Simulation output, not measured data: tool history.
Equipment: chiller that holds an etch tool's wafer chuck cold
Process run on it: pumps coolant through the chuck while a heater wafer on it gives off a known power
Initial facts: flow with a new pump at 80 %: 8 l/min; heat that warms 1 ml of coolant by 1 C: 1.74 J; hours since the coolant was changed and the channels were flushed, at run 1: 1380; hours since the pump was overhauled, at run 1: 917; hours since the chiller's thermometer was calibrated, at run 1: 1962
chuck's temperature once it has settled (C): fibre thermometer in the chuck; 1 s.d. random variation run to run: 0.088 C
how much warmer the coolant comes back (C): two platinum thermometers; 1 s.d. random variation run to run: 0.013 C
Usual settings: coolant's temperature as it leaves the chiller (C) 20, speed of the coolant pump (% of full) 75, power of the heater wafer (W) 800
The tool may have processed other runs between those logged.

run	hour	coolant's temperature as it leaves the chiller (C)	speed of the coolant pump (% of full)	power of the heater wafer (W)	hours since the coolant was changed and the channels were flushed	hours since the pump was overhauled	hours since the chiller's thermometer was calibrated	chuck's temperature once it has settled (C)	how much warmer the coolant comes back (C)
1	0	20	75	800	1380	917	1962	28.63	3.67
2	27.6	20	69	800	1408	944	1990	29.21	4
3	45.2	20	69	800	1425	962	2007	29.09	3.98
4	71.7	20	69	800	1452	989	2034	29.17	4.01
5	96.2	18	69	800	1476	1013	2058	27.12	4
6	112.1	18	75	800	1492	1029	2074	26.53	3.67
7	133.9	20	63	800	1514	1051	2096	29.45	4.39
8	155	20	63	800	1535	1072	2117	29.55	4.36
9	189.1	20	63	800	1569	1106	2151	29.61	4.38
10	220.9	20	63	800	1601	1138	2183	29.63	4.37
11	252.9	20	75	800	1633	1170	2215	28.73	3.69
12	285	20	75	800	1665	1202	2247	28.84	3.7
13	322.2	20	75	800	1702	1239	2284	28.61	3.68
14	340.9	20	75	800	1721	1258	2303	28.79	3.69
15	363.8	20	75	800	1744	1281	2326	28.83	3.67
16	396.7	26	75	800	1777	1314	2359	34.67	3.71
17	412.1	12	62	800	1792	1329	2374	21.72	4.43
# hour 414.7: chiller's thermometer calibrated
18	447.8	10	68	1004	1827	1364	33	21.75	5.1
19	481.3	10	100	1004	1860	1397	67	19.42	3.5
20	498.8	15	97	800	1878	1415	84	22.6	2.86
# hour 518.6: chiller's thermometer calibrated, once more
21	529.2	13	66	445	1907	1444	11	18.15	2.32
22	547.8	11	66	445	1926	1463	29	16.16	2.33
23	563.5	11	66	445	1942	1478	45	16.06	2.34
24	583.5	20	77	764	1962	1498	65	28.1	3.41
25	614.9	19	68	610	1993	1530	96	25.89	3.09
26	630	19	68	485	2008	1545	111	24.45	2.47
27	663.4	19	61	485	2042	1578	145	24.79	2.76
28	696.5	20	63	1027	2075	1611	178	32.13	5.6
29	726.2	20	90	800	2104	1641	208	27.69	3.09
30	750.7	12	75	800	2129	1666	232	20.71	3.69
31	779.4	12	75	800	2157	1694	261	20.62	3.71
32	795	12	75	800	2173	1710	276	20.56	3.7

Branching from run 32: 3 alternative next runs. What would each branch give?
A	821.1	12	93	580	2199	1736	302	?	?
B	821.1	17	72	596	2199	1736	302	?	?
C	821.1	14	90	592	2199	1736	302	?	?

run	chuck's temperature once it has settled (C)	how much warmer the coolant comes back (C)
A	17.45	2.17
B	23.66	2.87
C	19.77	2.28
Without the tool's unlogged condition, the same runs would have read:
run	chuck's temperature once it has settled (C)	how much warmer the coolant comes back (C)
A	17.2	2.16
B	23.37	2.85
C	19.51	2.26
